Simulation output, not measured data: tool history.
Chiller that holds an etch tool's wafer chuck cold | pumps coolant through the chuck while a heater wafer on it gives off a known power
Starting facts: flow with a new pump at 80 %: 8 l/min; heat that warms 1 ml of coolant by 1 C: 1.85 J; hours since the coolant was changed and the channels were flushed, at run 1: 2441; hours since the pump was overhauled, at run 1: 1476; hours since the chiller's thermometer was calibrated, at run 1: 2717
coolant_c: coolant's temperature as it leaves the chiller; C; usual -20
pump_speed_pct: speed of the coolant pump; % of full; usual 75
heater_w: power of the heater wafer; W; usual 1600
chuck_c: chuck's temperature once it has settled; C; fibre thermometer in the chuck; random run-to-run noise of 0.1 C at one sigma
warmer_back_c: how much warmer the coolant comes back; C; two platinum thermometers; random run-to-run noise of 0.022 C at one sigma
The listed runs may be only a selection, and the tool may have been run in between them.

run   hour  coolant_c  pump_speed_pct  heater_w  hours since the coolant was changed and the channels were flushed  hours since the pump was overhauled  hours since the chiller's thermometer was calibrated  chuck_c  warmer_back_c
  1      0        -20              75      1600                                                               2441                                 1476                                                  2717     -2.9           6.98
  2   74.2        -20              75      1600                                                               2516                                 1550                                                  2792     -2.8           6.98
  3  141.2        -20              75      1600                                                               2583                                 1617                                                  2859     -2.8           6.98
  4  214.7        -20              75      1600                                                               2656                                 1690                                                  2932     -2.9           6.97
  5  284.8        -20              75      1600                                                               2726                                 1760                                                  3002       -3           7.03
  6  350.2        -20              75      1600                                                               2792                                 1826                                                  3068     -2.7           6.97
  7  416.1        -20              75      1600                                                               2858                                 1892                                                  3133     -2.9           7.05
  8  474.8        -17              82      1600                                                               2916                                 1950                                                  3192     -0.8           6.47
  9  512.8        -26              69      1385                                                               2954                                 1988                                                  3230    -10.3           6.66
 10  562.7        -24              95       905                                                               3004                                 2038                                                  3280    -15.7           3.19
 11  633.9        -20              75      1069                                                               3075                                 2110                                                  3351     -8.5           4.81
 12  672.6        -20              75      1069                                                               3114                                 2148                                                  3390     -8.5           4.79

Run 13 is up next; what results do you expect?
 13   756        -20              70       879                                                               3198                                 2232                                                  3473        ?              ?

{"run 13": {"chuck_c": -10.1, "warmer_back_c": 4.28}}
With no hidden state in the tool, this same run would have given chuck_c -10.1 C, warmer_back_c 4.11 C.
